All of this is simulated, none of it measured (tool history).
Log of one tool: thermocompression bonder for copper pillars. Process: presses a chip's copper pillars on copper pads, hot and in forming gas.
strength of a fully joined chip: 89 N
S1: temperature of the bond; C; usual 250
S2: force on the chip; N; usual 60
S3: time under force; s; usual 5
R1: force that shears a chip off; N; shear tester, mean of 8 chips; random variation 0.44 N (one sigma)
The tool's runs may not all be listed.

run	day	S1	S2	S3	R1
1	0	250	60	5	36.5
# day 0.979: forming gas filter changed
2	1.725	250	60	5	37.1
3	3.721	250	57	5	36.9
4	4.725	250	57	5	35.4
5	6.688	250	57	5	35.8
6	8.454	224	60	5	28.8
7	10.162	224	60	5	28
# day 11.35: forming gas filter changed
8	11.967	224	60	3	23.2
9	14.008	250	60	12	51.6
10	16.167	250	60	5	37.4
11	18.154	250	60	5	38.2
12	19.079	250	60	5	38.6
13	20.779	250	60	5	37.8
# day 21.758: forming gas filter changed
14	22.1	250	60	5	38.9
15	24.3	250	60	5	38.9
16	26.233	250	61	5	39.8
# day 26.483: force cell calibrated
17	28.004	250	61	3	31.9
18	29.296	250	61	3	30.8
19	30.288	250	61	3	31.2
# day 32.154: forming gas filter changed
20	32.6	250	61	9	48.4
21	34.242	222	61	3	23.3
22	35.188	268	73	3	42.4
23	36.317	234	84	6	41.9
24	37.262	250	46	6	34.9
25	38.679	259	54	14	55.4
# day 40.312: heater calibrated with a thermocouple chip
26	40.312	280	38	6	39
27	41.404	245	62	12	46.8
# day 42.6: forming gas filter changed
28	43.704	245	62	12	48.3
29	45.45	242	62	12	47.7
30	47.433	264	51	7	43.3
31	48.433	239	60	5	32.9
32	49.442	251	60	5	37.1
33	50.433	250	40	5	28.8
34	52.371	272	63	9	55.4
# day 53.008: forming gas filter changed
35	54.238	239	65	4	32.3
36	55.433	241	75	4	35.8

3 ways to go on from here, each from the tool as it stands after run 36. What would each give?
A	56.517	257	72	12	?
B	56.517	250	60	4	?
C	56.517	273	79	4	?

run	R1
A	59.4
B	35
C	50.6
Without the tool's hidden state the same runs would have given:
run	R1
A	58
B	33.7
C	49.2

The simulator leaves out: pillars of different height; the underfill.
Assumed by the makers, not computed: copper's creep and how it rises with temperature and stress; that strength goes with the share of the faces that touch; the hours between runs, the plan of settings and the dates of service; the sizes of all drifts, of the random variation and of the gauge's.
